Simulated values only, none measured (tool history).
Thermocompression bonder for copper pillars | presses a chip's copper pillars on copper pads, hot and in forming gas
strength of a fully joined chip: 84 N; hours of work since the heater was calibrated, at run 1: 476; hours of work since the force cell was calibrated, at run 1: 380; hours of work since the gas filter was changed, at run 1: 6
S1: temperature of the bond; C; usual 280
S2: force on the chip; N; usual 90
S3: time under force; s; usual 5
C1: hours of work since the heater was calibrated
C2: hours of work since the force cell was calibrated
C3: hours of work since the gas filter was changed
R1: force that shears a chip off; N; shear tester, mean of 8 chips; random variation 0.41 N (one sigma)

{"run": 1, "hour": 0.0, "S1": 280, "S2": 90, "S3": 5, "C1": 476, "C2": 380, "C3": 6, "R1": 44.3}
{"run": 2, "hour": 44.2, "S1": 280, "S2": 90, "S3": 3, "C1": 496, "C2": 400, "C3": 26, "R1": 36.1}
{"run": 3, "hour": 65.6, "S1": 280, "S2": 90, "S3": 4, "C1": 506, "C2": 409, "C3": 36, "R1": 41.0}
{"run": 4, "hour": 98.9, "S1": 298, "S2": 90, "S3": 4, "C1": 521, "C2": 424, "C3": 51, "R1": 48.4}
{"run": 5, "hour": 140.0, "S1": 298, "S2": 90, "S3": 4, "C1": 539, "C2": 443, "C3": 69, "R1": 49.3}
{"run": 6, "hour": 186.1, "S1": 280, "S2": 90, "S3": 5, "C1": 560, "C2": 463, "C3": 90, "R1": 44.4}
{"run": 7, "hour": 233.9, "S1": 280, "S2": 121, "S3": 5, "C1": 581, "C2": 485, "C3": 111, "R1": 55.6}
{"run": 8, "hour": 268.7, "S1": 280, "S2": 121, "S3": 5, "C1": 597, "C2": 501, "C3": 127, "R1": 54.6}
{"hour": 290.9, "done": "heater calibrated with a thermocouple chip"}
{"run": 9, "hour": 307.3, "S1": 280, "S2": 121, "S3": 5, "C1": 7, "C2": 517, "C3": 143, "R1": 53.7}
{"run": 10, "hour": 341.8, "S1": 280, "S2": 121, "S3": 5, "C1": 23, "C2": 532, "C3": 159, "R1": 54.3}
{"run": 11, "hour": 377.6, "S1": 280, "S2": 121, "S3": 5, "C1": 39, "C2": 549, "C3": 175, "R1": 54.6}
{"run": 12, "hour": 423.0, "S1": 280, "S2": 90, "S3": 6, "C1": 59, "C2": 569, "C3": 195, "R1": 46.2}
{"hour": 448.1, "done": "forming gas filter changed"}
{"run": 13, "hour": 471.6, "S1": 280, "S2": 58, "S3": 5, "C1": 81, "C2": 591, "C3": 11, "R1": 30.4}
{"run": 14, "hour": 511.1, "S1": 280, "S2": 58, "S3": 5, "C1": 99, "C2": 608, "C3": 28, "R1": 30.3}
{"run": 15, "hour": 541.7, "S1": 280, "S2": 58, "S3": 5, "C1": 112, "C2": 622, "C3": 42, "R1": 30.0}
{"run": 16, "hour": 574.0, "S1": 280, "S2": 58, "S3": 5, "C1": 127, "C2": 637, "C3": 57, "R1": 30.3}
{"run": 17, "hour": 605.1, "S1": 280, "S2": 58, "S3": 5, "C1": 141, "C2": 650, "C3": 70, "R1": 30.8}
{"run": 18, "hour": 648.2, "S1": 280, "S2": 58, "S3": 5, "C1": 160, "C2": 670, "C3": 90, "R1": 29.4}
{"run": 19, "hour": 675.1, "S1": 280, "S2": 58, "S3": 5, "C1": 172, "C2": 682, "C3": 102, "R1": 29.9}
{"run": 20, "hour": 723.4, "S1": 254, "S2": 90, "S3": 5, "C1": 194, "C2": 704, "C3": 124, "R1": 32.9}
{"run": 21, "hour": 749.2, "S1": 280, "S2": 90, "S3": 5, "C1": 206, "C2": 715, "C3": 135, "R1": 44.1}
{"run": 22, "hour": 777.2, "S1": 280, "S2": 92, "S3": 5, "C1": 218, "C2": 728, "C3": 148, "R1": 45.3}
{"run": 23, "hour": 809.2, "S1": 280, "S2": 92, "S3": 5, "C1": 232, "C2": 742, "C3": 162, "R1": 44.7}
{"run": 24, "hour": 831.0, "S1": 263, "S2": 93, "S3": 7, "C1": 242, "C2": 752, "C3": 172, "R1": 42.6}
{"run": 25, "hour": 860.6, "S1": 280, "S2": 90, "S3": 15, "C1": 256, "C2": 765, "C3": 185, "R1": 60.5}
{"run": 26, "hour": 884.9, "S1": 289, "S2": 90, "S3": 3, "C1": 266, "C2": 776, "C3": 196, "R1": 40.6}
{"hour": 907.9, "done": "forming gas filter changed"}
{"run": 27, "hour": 934.2, "S1": 273, "S2": 88, "S3": 14, "C1": 288, "C2": 798, "C3": 12, "R1": 55.2}
{"run": 28, "hour": 964.1, "S1": 273, "S2": 110, "S3": 3, "C1": 302, "C2": 811, "C3": 25, "R1": 40.6}
{"run": 29, "hour": 989.4, "S1": 285, "S2": 111, "S3": 13, "C1": 313, "C2": 823, "C3": 37, "R1": 67.9}
{"run": 30, "hour": 1024.4, "S1": 285, "S2": 111, "S3": 15, "C1": 329, "C2": 838, "C3": 52, "R1": 69.7}
{"run": 31, "hour": 1055.3, "S1": 285, "S2": 111, "S3": 15, "C1": 343, "C2": 852, "C3": 66, "R1": 69.7}
{"run": 32, "hour": 1098.1, "S1": 295, "S2": 59, "S3": 5, "C1": 362, "C2": 872, "C3": 85, "R1": 36.8}
{"run": 33, "hour": 1132.2, "S1": 280, "S2": 66, "S3": 8, "C1": 377, "C2": 887, "C3": 101, "R1": 40.5}
{"run": 34, "hour": 1177.5, "S1": 280, "S2": 57, "S3": 6, "C1": 398, "C2": 907, "C3": 121, "R1": 32.1}
{"run": 35, "hour": 1222.6, "S1": 298, "S2": 124, "S3": 6, "C1": 418, "C2": 927, "C3": 141, "R1": 66.1}
{"run": 36, "hour": 1245.3, "S1": 298, "S2": 124, "S3": 6, "C1": 428, "C2": 938, "C3": 152, "R1": 66.4}
{"run": 37, "hour": 1281.6, "S1": 277, "S2": 90, "S3": 13, "C1": 444, "C2": 954, "C3": 168, "R1": 57.9}
{"run": 38, "hour": 1318.5, "S1": 277, "S2": 90, "S3": 13, "C1": 461, "C2": 971, "C3": 184, "R1": 56.8}
{"hour": 1364.4, "done": "forming gas filter changed"}
{"run": 39, "hour": 1364.4, "S1": 303, "S2": 59, "S3": 6, "C1": 481, "C2": 991, "C3": 0, "R1": 42.2}
{"run": 40, "hour": 1407.3, "S1": 303, "S2": 59, "S3": 12, "C1": 501, "C2": 1010, "C3": 19, "R1": 52.5}
{"run": 41, "hour": 1438.4, "S1": 280, "S2": 120, "S3": 3, "C1": 515, "C2": 1024, "C3": 33, "R1": 46.2}

How the hidden state differs across the entries between the runs, from the last listed run before each to the first after it:
Between runs 8 and 9: heater calibrated with a thermocouple chip (hour 290.9)
  true temperature of the bond over the reading, C: 0.4 -> 0; oxide that the forming gas leaves, % of the face: 0.63 -> 0.64
Between runs 12 and 13: forming gas filter changed (hour 448.1)
  oxide that the forming gas leaves, % of the face: 0.68 -> 0.51
Between runs 26 and 27: forming gas filter changed (hour 907.9)
  true temperature of the bond over the reading, C: 0.2 -> 0.3; oxide that the forming gas leaves, % of the face: 0.67 -> 0.51
Between runs 38 and 39: forming gas filter changed (hour 1364.4)
  oxide that the forming gas leaves, % of the face: 0.66 -> 0.51

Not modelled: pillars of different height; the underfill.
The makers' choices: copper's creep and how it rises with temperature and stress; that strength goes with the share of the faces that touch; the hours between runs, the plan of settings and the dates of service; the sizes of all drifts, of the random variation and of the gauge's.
